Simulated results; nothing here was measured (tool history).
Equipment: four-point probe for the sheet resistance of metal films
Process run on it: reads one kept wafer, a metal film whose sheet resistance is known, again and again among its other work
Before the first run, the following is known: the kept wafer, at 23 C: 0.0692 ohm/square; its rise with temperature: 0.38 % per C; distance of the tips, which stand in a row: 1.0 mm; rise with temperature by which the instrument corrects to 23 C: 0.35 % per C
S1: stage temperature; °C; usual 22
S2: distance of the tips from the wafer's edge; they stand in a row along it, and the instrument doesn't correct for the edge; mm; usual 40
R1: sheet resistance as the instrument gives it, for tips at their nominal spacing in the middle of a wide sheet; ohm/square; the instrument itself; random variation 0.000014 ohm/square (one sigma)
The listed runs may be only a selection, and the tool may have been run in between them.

{"run": 1, "day": 0.0, "S1": 22, "S2": 40, "R1": 0.069156}
{"run": 2, "day": 1.579, "S1": 22, "S2": 40, "R1": 0.06913}
{"run": 3, "day": 2.621, "S1": 22, "S2": 40, "R1": 0.069117}
{"run": 4, "day": 3.817, "S1": 22, "S2": 40, "R1": 0.069118}
{"run": 5, "day": 5.471, "S1": 22, "S2": 40, "R1": 0.069113}
{"run": 6, "day": 7.329, "S1": 22, "S2": 24, "R1": 0.06915}
{"run": 7, "day": 8.529, "S1": 22, "S2": 40, "R1": 0.069111}
{"run": 8, "day": 9.967, "S1": 22, "S2": 40, "R1": 0.069127}
{"run": 9, "day": 11.271, "S1": 22, "S2": 40, "R1": 0.069083}
{"run": 10, "day": 12.025, "S1": 22, "S2": 4, "R1": 0.071323}
{"run": 11, "day": 13.558, "S1": 22, "S2": 4, "R1": 0.071307}
{"run": 12, "day": 15.021, "S1": 29, "S2": 40, "R1": 0.06923}
{"run": 13, "day": 16.054, "S1": 24, "S2": 17, "R1": 0.069227}
{"run": 14, "day": 17.825, "S1": 24, "S2": 17, "R1": 0.069239}
{"run": 15, "day": 18.808, "S1": 20, "S2": 5, "R1": 0.070493}
{"run": 16, "day": 20.638, "S1": 20, "S2": 5, "R1": 0.070492}
{"run": 17, "day": 22.488, "S1": 20, "S2": 5, "R1": 0.070473}
{"run": 18, "day": 23.588, "S1": 20, "S2": 5, "R1": 0.070447}
{"run": 19, "day": 25.208, "S1": 21, "S2": 57, "R1": 0.069028}
{"run": 20, "day": 25.979, "S1": 24, "S2": 59, "R1": 0.069078}
{"run": 21, "day": 27.375, "S1": 24, "S2": 59, "R1": 0.069055}
{"run": 22, "day": 28.688, "S1": 24, "S2": 59, "R1": 0.069077}
{"run": 23, "day": 29.638, "S1": 33, "S2": 46, "R1": 0.069227}
{"run": 24, "day": 31.342, "S1": 27, "S2": 6, "R1": 0.070123}

Predict each of these 4 candidate next runs independently; none follows another, all start after run 24:
{"run": "A", "day": 32.371, "S1": 28, "S2": 6, "R1": "?"}
{"run": "B", "day": 32.371, "S1": 27, "S2": 9, "R1": "?"}
{"run": "C", "day": 32.371, "S1": 27, "S2": 50, "R1": "?"}
{"run": "D", "day": 32.371, "S1": 27, "S2": 14, "R1": "?"}

run=A R1=0.070131
run=B R1=0.069572
run=C R1=0.069132
run=D R1=0.069293
Had the tool no hidden state, the same runs would have come out as:
run=A R1=0.070296
run=B R1=0.069736
run=C R1=0.069295
run=D R1=0.069456
